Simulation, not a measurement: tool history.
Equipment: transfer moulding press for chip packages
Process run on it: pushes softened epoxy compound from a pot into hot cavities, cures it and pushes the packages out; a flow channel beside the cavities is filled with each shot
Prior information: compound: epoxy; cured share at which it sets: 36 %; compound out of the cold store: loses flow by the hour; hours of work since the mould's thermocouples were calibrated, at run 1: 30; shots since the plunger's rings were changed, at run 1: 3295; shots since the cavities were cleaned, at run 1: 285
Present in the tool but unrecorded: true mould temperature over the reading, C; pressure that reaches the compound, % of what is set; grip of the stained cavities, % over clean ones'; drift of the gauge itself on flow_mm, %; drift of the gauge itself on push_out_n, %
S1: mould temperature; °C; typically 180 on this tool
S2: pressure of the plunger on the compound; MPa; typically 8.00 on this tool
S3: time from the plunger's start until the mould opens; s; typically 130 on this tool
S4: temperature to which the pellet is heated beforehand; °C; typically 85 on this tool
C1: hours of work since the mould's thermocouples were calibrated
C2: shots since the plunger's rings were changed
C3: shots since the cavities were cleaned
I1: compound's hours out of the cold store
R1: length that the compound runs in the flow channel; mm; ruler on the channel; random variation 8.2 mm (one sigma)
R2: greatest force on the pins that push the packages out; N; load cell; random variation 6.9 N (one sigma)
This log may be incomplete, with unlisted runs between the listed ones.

run	hour	S1	S2	S3	S4	C1	C2	C3	I1	R1	R2
1	0.0	180	8.00	130	85	30	3295	285	25.8	927	351
2	14.7	180	8.00	130	85	37	3385	375	24.6	912	377
3	24.1	180	8.00	130	85	41	3442	432	44.7	862	388
# hour 30.6: cavities cleaned with cleaning compound and waxed
4	40.9	180	8.00	130	85	47	3535	63	47.1	869	408
5	48.8	180	8.00	130	79	51	3583	111	46.1	855	409
6	62.3	180	8.00	130	79	56	3665	193	46.7	856	419
7	75.6	180	8.00	130	85	62	3746	274	46.1	870	426
8	92.2	180	8.00	130	85	69	3847	375	33.1	880	448
9	104.9	180	8.00	130	85	75	3924	452	38.6	872	440
# hour 108.8: cavities cleaned with cleaning compound and waxed
# hour 112.1: cavities cleaned with cleaning compound and waxed, once more
10	122.3	180	6.34	130	85	81	4012	62	15.3	831	299
11	129.4	180	8.00	154	85	84	4055	105	39.5	874	301
12	145.8	180	8.00	154	85	91	4155	205	40.8	853	305
13	160.1	180	8.00	130	85	97	4242	292	16.4	935	366
14	169.3	180	8.00	130	85	101	4298	348	14.0	927	364
15	184.5	180	8.00	130	85	108	4391	441	41.0	861	377
# hour 189.4: cavities cleaned with cleaning compound and waxed
16	193.5	176	8.67	130	85	111	4436	25	36.2	931	343
17	208.6	176	8.67	130	85	118	4528	117	45.0	896	374
18	216.4	180	8.40	115	85	121	4575	164	17.6	945	366
19	233.2	174	7.75	115	85	128	4677	266	29.0	915	614
20	245.0	173	7.79	113	80	133	4749	338	24.7	920	740
21	257.3	180	9.13	130	85	139	4824	413	16.7	962	381
# hour 266.6: cavities cleaned with cleaning compound and waxed
22	274.5	180	6.07	131	85	145	4920	48	22.9	773	300
23	288.7	180	6.07	131	85	151	5006	134	8.9	811	322
24	301.2	180	6.07	131	85	157	5082	210	38.2	742	348
25	315.1	182	8.00	130	85	163	5167	295	21.0	899	334
26	328.8	182	8.00	130	85	169	5250	378	43.9	819	366
27	338.3	182	8.00	130	85	173	5307	435	30.3	873	362
# hour 344.0: cavities cleaned with cleaning compound and waxed
28	355.7	180	6.49	130	85	180	5404	71	41.5	752	308
29	362.5	185	6.49	136	85	183	5446	113	37.5	747	295

Forecast each of these 3 alternatives for the next run:
A	375.0	188	6.34	130	85	188	5522	189	31.3	?	?
B	375.0	185	6.49	136	91	188	5522	189	15.2	?	?
C	375.0	185	8.75	113	85	188	5522	189	41.7	?	?

run	R1	R2
A	742	283
B	789	302
C	856	312
With the hidden condition removed and each run's random variation left untouched, the same runs would have given:
run	R1	R2
A	820	240
B	872	257
C	946	266
